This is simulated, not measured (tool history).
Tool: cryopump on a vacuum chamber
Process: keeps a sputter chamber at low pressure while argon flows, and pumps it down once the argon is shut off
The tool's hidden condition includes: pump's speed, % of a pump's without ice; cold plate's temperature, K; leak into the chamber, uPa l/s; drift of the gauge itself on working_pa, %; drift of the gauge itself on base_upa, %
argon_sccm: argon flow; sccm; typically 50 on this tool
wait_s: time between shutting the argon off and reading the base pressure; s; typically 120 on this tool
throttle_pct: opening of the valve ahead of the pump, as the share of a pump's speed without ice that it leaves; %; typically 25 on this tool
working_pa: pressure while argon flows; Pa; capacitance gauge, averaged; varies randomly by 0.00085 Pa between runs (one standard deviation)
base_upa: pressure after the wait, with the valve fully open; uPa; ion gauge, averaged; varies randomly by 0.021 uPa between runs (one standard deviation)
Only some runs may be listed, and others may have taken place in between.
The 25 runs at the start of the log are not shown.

run,hour,argon_sccm,wait_s,throttle_pct,hours of work since the pump was warmed up and emptied,hours of work since the cold head was overhauled,hours of work since the chamber's fittings were tightened,working_pa,base_upa
26,333.7,21,222,37,411,411,741,0.0511,0.54
27,346.6,21,222,37,418,418,748,0.0507,0.60
28,364.0,21,222,37,427,427,757,0.0499,0.56
29,375.7,50,131,25,433,433,763,0.1758,0.70
30,393.7,28,131,33,442,442,772,0.0765,0.71
31,403.8,28,131,33,448,448,778,0.0768,0.71
32,413.7,28,131,33,453,453,783,0.0750,0.68
33,427.8,28,131,33,460,460,790,0.0760,0.75

5 options for the next run, each taken on its own from the tool as it stands now. Forecast them:
A,438.3,28,67,33,466,466,795,?,?
B,438.3,88,123,22,466,466,795,?,?
C,438.3,50,192,56,466,466,795,?,?
D,438.3,28,78,16,466,466,795,?,?
E,438.3,46,55,60,466,466,795,?,?

run,working_pa,base_upa
A,0.0766,0.96
B,0.3546,0.77
C,0.0816,0.61
D,0.1524,0.88
E,0.0712,1.09
What these runs would have given with no unlogged condition in the tool:
run,working_pa,base_upa
A,0.0741,0.67
B,0.3467,0.48
C,0.0772,0.32
D,0.1499,0.59
E,0.0671,0.80
